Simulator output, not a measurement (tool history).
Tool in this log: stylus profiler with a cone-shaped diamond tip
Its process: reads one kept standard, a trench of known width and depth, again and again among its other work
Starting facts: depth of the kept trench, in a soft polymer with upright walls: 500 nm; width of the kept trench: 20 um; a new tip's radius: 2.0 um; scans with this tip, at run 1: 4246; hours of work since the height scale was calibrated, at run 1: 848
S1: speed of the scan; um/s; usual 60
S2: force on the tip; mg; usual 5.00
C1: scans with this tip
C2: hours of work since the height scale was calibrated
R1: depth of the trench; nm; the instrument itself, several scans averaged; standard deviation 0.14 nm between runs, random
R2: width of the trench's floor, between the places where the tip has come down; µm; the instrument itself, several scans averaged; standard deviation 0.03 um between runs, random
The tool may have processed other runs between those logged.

run	hour	S1	S2	C1	C2	R1	R2
1	0.0	60	5.00	4246	848	507.01	16.79
2	44.1	60	5.00	4349	868	506.53	16.78
3	91.6	60	5.00	4459	890	506.80	16.82
4	139.9	30	5.00	4571	912	506.75	16.86
5	180.8	225	5.00	4666	931	506.86	16.18
6	204.4	60	8.99	4721	942	510.32	16.86
7	243.5	60	8.99	4812	960	510.52	16.88
8	279.5	60	6.53	4895	977	508.20	16.78
9	325.0	60	2.18	5001	998	503.20	16.70
10	359.0	60	8.84	5080	1014	510.44	16.84
11	384.6	60	8.84	5139	1026	510.17	16.83
12	416.5	60	8.84	5213	1041	510.02	16.85
13	457.7	60	8.84	5309	1060	510.04	16.83
14	483.0	60	5.00	5368	1071	506.67	16.80
15	519.8	60	5.00	5453	1088	506.55	16.74
16	561.7	60	5.00	5550	1108	506.49	16.69
17	595.4	60	10.51	5629	1123	511.68	16.81
18	637.6	60	10.51	5726	1143	511.59	16.75
19	661.6	60	7.55	5782	1154	509.28	16.71
20	693.4	60	7.55	5856	1169	509.00	16.70
21	722.5	60	7.55	5924	1182	508.99	16.81
22	751.7	18	4.72	5991	1196	506.03	16.88
23	785.5	25	1.76	6070	1212	502.01	16.73
24	833.9	25	10.93	6182	1234	511.58	16.76
25	871.3	39	11.49	6269	1251	512.15	16.82
26	896.9	39	11.49	6328	1263	511.95	16.76
27	927.5	39	11.49	6399	1277	512.29	16.79
# hour 931.8: height scale calibrated on a step standard
28	954.9	104	9.50	6462	11	510.03	16.66
29	1000.1	36	5.00	6567	32	505.77	16.74
# hour 1018.8: height scale calibrated on a step standard, once more
30	1029.0	162	5.00	6633	5	508.09	16.24
31	1074.3	162	5.00	6738	26	508.04	16.29
32	1104.2	167	4.16	6807	40	507.14	16.24
33	1139.3	167	4.16	6889	56	506.96	16.15
34	1178.9	40	5.00	6981	74	507.66	16.69
35	1210.9	45	5.19	7055	89	508.09	16.67
36	1255.1	41	11.97	7158	110	514.05	16.79
37	1288.8	41	11.97	7236	125	514.10	16.68
38	1332.6	31	1.82	7338	145	503.59	16.61
39	1380.5	35	5.58	7449	168	508.42	16.64
40	1425.7	27	9.63	7554	189	512.12	16.72

Run 41 comes next. What will it give?
41	1454.6	27	9.63	7621	202	?	?

R1: 511.99 nm
R2: 16.73 µm
With the hidden condition absent and the run-to-run variation left alone, this run would have shown R1 512.28 nm, R2 17.31 µm.

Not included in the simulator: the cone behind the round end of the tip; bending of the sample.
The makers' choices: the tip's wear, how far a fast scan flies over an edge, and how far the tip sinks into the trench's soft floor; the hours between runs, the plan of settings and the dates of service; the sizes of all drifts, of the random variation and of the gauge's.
